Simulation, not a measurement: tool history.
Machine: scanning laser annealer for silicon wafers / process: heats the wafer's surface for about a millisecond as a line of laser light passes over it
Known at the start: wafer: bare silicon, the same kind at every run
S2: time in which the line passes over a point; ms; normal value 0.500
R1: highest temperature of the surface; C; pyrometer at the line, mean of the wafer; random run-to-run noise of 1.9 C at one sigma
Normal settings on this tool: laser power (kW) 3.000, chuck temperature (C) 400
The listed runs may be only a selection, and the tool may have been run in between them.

run 1 hour=0.0 | laser_power_(kW)=3.000 S2=0.500 chuck_temperature_(C)=400 | R1=1214
run 2 hour=51.2 | laser_power_(kW)=3.000 S2=0.500 chuck_temperature_(C)=400 | R1=1214
run 3 hour=133.6 | laser_power_(kW)=3.000 S2=0.500 chuck_temperature_(C)=400 | R1=1214
run 4 hour=215.2 | laser_power_(kW)=3.000 S2=0.500 chuck_temperature_(C)=400 | R1=1214
run 5 hour=252.1 | laser_power_(kW)=3.000 S2=0.500 chuck_temperature_(C)=400 | R1=1215
run 6 hour=319.6 | laser_power_(kW)=3.000 S2=0.500 chuck_temperature_(C)=400 | R1=1209
-- hour=328.2 window over the wafer cleaned
run 7 hour=400.0 | laser_power_(kW)=3.000 S2=0.500 chuck_temperature_(C)=400 | R1=1230
run 8 hour=457.7 | laser_power_(kW)=3.000 S2=0.500 chuck_temperature_(C)=400 | R1=1225
run 9 hour=495.1 | laser_power_(kW)=3.000 S2=0.500 chuck_temperature_(C)=400 | R1=1228
run 10 hour=569.7 | laser_power_(kW)=3.000 S2=0.500 chuck_temperature_(C)=400 | R1=1223
run 11 hour=617.2 | laser_power_(kW)=3.000 S2=0.500 chuck_temperature_(C)=400 | R1=1227
run 12 hour=682.8 | laser_power_(kW)=3.000 S2=0.500 chuck_temperature_(C)=400 | R1=1219
-- hour=739.9 optics aligned, line set to its width
run 13 hour=764.1 | laser_power_(kW)=3.000 S2=0.500 chuck_temperature_(C)=400 | R1=1233
run 14 hour=807.1 | laser_power_(kW)=3.000 S2=0.500 chuck_temperature_(C)=400 | R1=1237
run 15 hour=880.5 | laser_power_(kW)=3.000 S2=0.500 chuck_temperature_(C)=400 | R1=1238
run 16 hour=957.3 | laser_power_(kW)=3.000 S2=0.500 chuck_temperature_(C)=400 | R1=1230
run 17 hour=1018.4 | laser_power_(kW)=3.000 S2=0.500 chuck_temperature_(C)=400 | R1=1232
run 18 hour=1059.3 | laser_power_(kW)=3.000 S2=0.427 chuck_temperature_(C)=400 | R1=1163
run 19 hour=1134.1 | laser_power_(kW)=3.000 S2=0.427 chuck_temperature_(C)=400 | R1=1158
run 20 hour=1184.1 | laser_power_(kW)=3.000 S2=0.427 chuck_temperature_(C)=400 | R1=1160
run 21 hour=1257.5 | laser_power_(kW)=3.180 S2=0.500 chuck_temperature_(C)=400 | R1=1275
run 22 hour=1325.4 | laser_power_(kW)=2.602 S2=0.383 chuck_temperature_(C)=406 | R1=1029
run 23 hour=1360.1 | laser_power_(kW)=2.602 S2=0.517 chuck_temperature_(C)=406 | R1=1141
run 24 hour=1408.2 | laser_power_(kW)=2.602 S2=0.517 chuck_temperature_(C)=406 | R1=1134
run 25 hour=1457.4 | laser_power_(kW)=3.071 S2=0.484 chuck_temperature_(C)=434 | R1=1261
run 26 hour=1513.7 | laser_power_(kW)=3.180 S2=0.542 chuck_temperature_(C)=426 | R1=1335
run 27 hour=1586.4 | laser_power_(kW)=3.241 S2=0.366 chuck_temperature_(C)=432 | R1=1179
-- hour=1648.7 window over the wafer cleaned
run 28 hour=1661.5 | laser_power_(kW)=2.727 S2=0.537 chuck_temperature_(C)=438 | R1=1241
run 29 hour=1717.2 | laser_power_(kW)=2.866 S2=0.602 chuck_temperature_(C)=436 | R1=1325
run 30 hour=1752.6 | laser_power_(kW)=2.891 S2=0.398 chuck_temperature_(C)=436 | R1=1152
run 31 hour=1827.3 | laser_power_(kW)=2.891 S2=0.398 chuck_temperature_(C)=436 | R1=1150
run 32 hour=1901.5 | laser_power_(kW)=2.974 S2=0.398 chuck_temperature_(C)=397 | R1=1132
-- hour=1924.0 laser's power meter calibrated
run 33 hour=1951.5 | laser_power_(kW)=2.974 S2=0.482 chuck_temperature_(C)=369 | R1=1168
run 34 hour=1990.3 | laser_power_(kW)=2.685 S2=0.563 chuck_temperature_(C)=376 | R1=1163
run 35 hour=2040.1 | laser_power_(kW)=3.000 S2=0.454 chuck_temperature_(C)=389 | R1=1169
run 36 hour=2085.8 | laser_power_(kW)=3.000 S2=0.454 chuck_temperature_(C)=389 | R1=1165
run 37 hour=2132.2 | laser_power_(kW)=3.130 S2=0.433 chuck_temperature_(C)=397 | R1=1183
run 38 hour=2216.7 | laser_power_(kW)=3.132 S2=0.518 chuck_temperature_(C)=362 | R1=1233
run 39 hour=2252.1 | laser_power_(kW)=2.893 S2=0.617 chuck_temperature_(C)=378 | R1=1263
run 40 hour=2320.2 | laser_power_(kW)=3.216 S2=0.567 chuck_temperature_(C)=396 | R1=1330
run 41 hour=2396.3 | laser_power_(kW)=3.119 S2=0.433 chuck_temperature_(C)=434 | R1=1216
run 42 hour=2435.8 | laser_power_(kW)=3.119 S2=0.433 chuck_temperature_(C)=383 | R1=1166

What if the next run were any one of these 3? Each begins from the tool's condition after run 42:
run A hour=2505.9 | laser_power_(kW)=3.000 S2=0.500 chuck_temperature_(C)=436 | R1=?
run B hour=2505.9 | laser_power_(kW)=3.115 S2=0.433 chuck_temperature_(C)=438 | R1=?
run C hour=2505.9 | laser_power_(kW)=2.662 S2=0.496 chuck_temperature_(C)=384 | R1=?

run=A R1=1248
run=B R1=1219
run=C R1=1105
With the hidden condition removed and each run's random variation left untouched, the same runs would have given:
run=A R1=1268
run=B R1=1238
run=C R1=1123

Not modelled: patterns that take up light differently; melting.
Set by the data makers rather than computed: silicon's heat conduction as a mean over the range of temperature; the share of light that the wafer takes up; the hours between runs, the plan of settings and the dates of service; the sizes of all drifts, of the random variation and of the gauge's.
